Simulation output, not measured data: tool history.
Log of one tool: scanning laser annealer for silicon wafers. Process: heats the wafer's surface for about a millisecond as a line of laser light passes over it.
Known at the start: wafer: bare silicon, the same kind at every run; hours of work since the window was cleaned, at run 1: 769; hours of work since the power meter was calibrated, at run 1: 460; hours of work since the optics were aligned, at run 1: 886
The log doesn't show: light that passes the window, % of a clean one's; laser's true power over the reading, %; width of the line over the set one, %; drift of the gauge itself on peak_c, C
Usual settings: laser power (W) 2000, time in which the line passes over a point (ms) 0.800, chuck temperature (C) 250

run   hour  laser power (W)  time in which the line passes over a point (ms)  chuck temperature (C)  hours of work since the window was cleaned  hours of work since the power meter was calibrated  hours of work since the optics were aligned  highest temperature of the surface (C)
  1    0.0             2000                                            0.800                    250                                         769                                                 460                                          886                                     970
  2   14.6             2000                                            0.800                    250                                         775                                                 466                                          892                                     968
  3   42.3             2000                                            0.800                    250                                         788                                                 479                                          905                                     968
  4   60.2             2193                                            0.800                    250                                         795                                                 487                                          912                                    1030
  5   85.6             2041                                            0.800                    250                                         807                                                 498                                          924                                     980
  6  103.2             2041                                            0.883                    250                                         814                                                 506                                          932                                    1015
  7  129.5             2000                                            0.800                    220                                         826                                                 517                                          943                                     938
  8  145.2             2000                                            0.800                    220                                         833                                                 524                                          950                                     934
  9  170.5             2000                                            0.800                    250                                         844                                                 535                                          961                                     965
 10  190.6             2000                                            0.800                    250                                         853                                                 544                                          970                                     964
     197.6  -- optics aligned, line set to its width
 11  221.1             1860                                            0.800                    250                                         865                                                 556                                           10                                     911
 12  239.9             1860                                            0.800                    250                                         873                                                 564                                           19                                     912
 13  261.6             2138                                            0.800                    250                                         882                                                 574                                           28                                     999
 14  284.1             2138                                            0.800                    250                                         892                                                 584                                           38                                    1004
 15  306.2             2000                                            0.791                    250                                         902                                                 593                                           48                                     954
     317.5  -- window over the wafer cleaned
 16  339.1             2000                                            0.791                    250                                          10                                                 607                                           62                                     969
 17  358.1             2015                                            0.903                    250                                          18                                                 616                                           70                                    1022
     374.6  -- optics aligned, line set to its width, once more
 18  391.8             1948                                            0.906                    286                                          31                                                 628                                            8                                    1055
 19  411.0             2005                                            0.743                    250                                          39                                                 637                                           16                                     977
 20  432.1             2000                                            0.939                    250                                          49                                                 646                                           25                                    1051
 21  457.4             1790                                            0.620                    262                                          60                                                 657                                           37                                     865
 22  478.0             1980                                            0.807                    250                                          69                                                 666                                           46                                     992
 23  499.7             2112                                            0.855                    250                                          79                                                 676                                           55                                    1059
 24  529.6             2112                                            0.757                    285                                          92                                                 689                                           69                                    1054
 25  550.7             2000                                            0.929                    250                                         101                                                 699                                           78                                    1049
 26  565.3             1862                                            0.748                    268                                         108                                                 705                                           84                                     943
 27  580.3             2000                                            0.919                    278                                         114                                                 712                                           91                                    1069
 28  609.8             2000                                            0.919                    278                                         127                                                 725                                          104                                    1069
 29  636.8             1976                                            0.701                    271                                         139                                                 737                                          116                                     963

Some steps in highest temperature of the surface (C) between neighbouring runs. How much of each would the tool show without its hidden state too (settings, what came in, random variation), and how much is left for the hidden state, with any gauge scatter that isn't in both results?
Run 15 -> 16: window over the wafer cleaned. highest temperature of the surface (C) +15: hidden state +20, all else -5.
Run 17 -> 18: laser power (W) 2015 -> 1948, time in which the line passes over a point (ms) 0.903 -> 0.906, chuck temperature (C) 250 -> 286, optics aligned, line set to its width, once more. highest temperature of the surface (C) +33: hidden state +23, all else +10.
Run 20 -> 21: laser power (W) 2000 -> 1790, time in which the line passes over a point (ms) 0.939 -> 0.620, chuck temperature (C) 250 -> 262. highest temperature of the surface (C) -186: hidden state +1, all else -187.
Run 21 -> 22: laser power (W) 1790 -> 1980, time in which the line passes over a point (ms) 0.620 -> 0.807, chuck temperature (C) 262 -> 250. highest temperature of the surface (C) +127: hidden state -2, all else +129.

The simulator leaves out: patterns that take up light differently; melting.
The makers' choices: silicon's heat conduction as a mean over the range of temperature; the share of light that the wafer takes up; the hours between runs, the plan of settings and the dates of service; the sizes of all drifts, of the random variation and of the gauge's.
